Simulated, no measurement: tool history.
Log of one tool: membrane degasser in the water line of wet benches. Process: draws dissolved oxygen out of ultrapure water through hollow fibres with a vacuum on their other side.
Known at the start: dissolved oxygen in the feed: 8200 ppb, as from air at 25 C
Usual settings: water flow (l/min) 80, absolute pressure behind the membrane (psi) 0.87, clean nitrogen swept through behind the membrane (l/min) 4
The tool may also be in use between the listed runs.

run   hour  water flow (l/min)  absolute pressure behind the membrane (psi)  clean nitrogen swept through behind the membrane (l/min)  dissolved oxygen in the water behind the degasser (ppb)  pressure that the water loses in the fibres (psi)
  1      0                  80                                         0.87                                                         4                                                    132.8                                              6.963
  2   40.3                  80                                         0.87                                                         4                                                    134.8                                              7.011
  3  104.4                  80                                         0.87                                                         4                                                    134.1                                              7.004
  4  148.9                  80                                         0.87                                                         4                                                    133.2                                              7.052
  5  207.7                  80                                         0.87                                                         4                                                    135.2                                              7.008
  6  266.5                  80                                         0.87                                                         4                                                    134.2                                              7.034
  7  332.8                  80                                         0.87                                                         4                                                    134.7                                              7.026
  8    391                  80                                        1.062                                                         4                                                    186.5                                              7.005
  9  437.9                  80                                         0.87                                                         4                                                    133.2                                              7.079
 10  501.7                  80                                        0.708                                                         4                                                     84.7                                               7.01
 11  529.6                  80                                         0.87                                                     10.66                                                     60.7                                              7.046
 12  566.9                  80                                         0.87                                                      2.63                                                    185.4                                              7.013
 13  633.2                  80                                        1.997                                                      5.28                                                    360.5                                              7.001
 14    683                  80                                        1.997                                                      5.28                                                    365.5                                              6.979
 15  737.2                  80                                        1.997                                                      5.28                                                    364.6                                              7.055
 16  778.8                  53                                        2.004                                                      7.17                                                    184.9                                              4.602
 17  832.6                  80                                        0.711                                                      8.17                                                     50.1                                              7.005
 18  872.3                  80                                        0.711                                                      8.17                                                     50.8                                              7.011
 19  903.4                  80                                        0.711                                                      8.17                                                     49.1                                              6.981
 20  948.1                  63                                        0.721                                                         4                                                     65.6                                              5.517
 21  975.1                  72                                        0.721                                                      5.12                                                     63.7                                              6.305
 22   1025                  72                                        0.721                                                      5.12                                                     63.8                                              6.303

4 ways to go on from here, each from the tool as it stands after run 22. What would each give?
  A  1075.1                  80                                        0.814                                                         4                                                        ?                                                  ?
  B  1075.1                  53                                        0.721                                                      5.12                                                        ?                                                  ?
  C  1075.1                 122                                        1.704                                                       1.7                                                        ?                                                  ?
  D  1075.1                  64                                         0.87                                                         4                                                        ?                                                  ?

run  dissolved oxygen in the water behind the degasser (ppb)  pressure that the water loses in the fibres (psi)
  A                                                    119.7                                              7.026
  B                                                     43.2                                              4.618
  C                                                   1029.1                                             10.734
  D                                                    104.5                                              5.642
Without the tool's hidden state the same runs would have given:
run  dissolved oxygen in the water behind the degasser (ppb)  pressure that the water loses in the fibres (psi)
  A                                                    119.5                                              7.026
  B                                                     43.1                                              4.618
  C                                                   1028.5                                             10.733
  D                                                    104.3                                              5.641
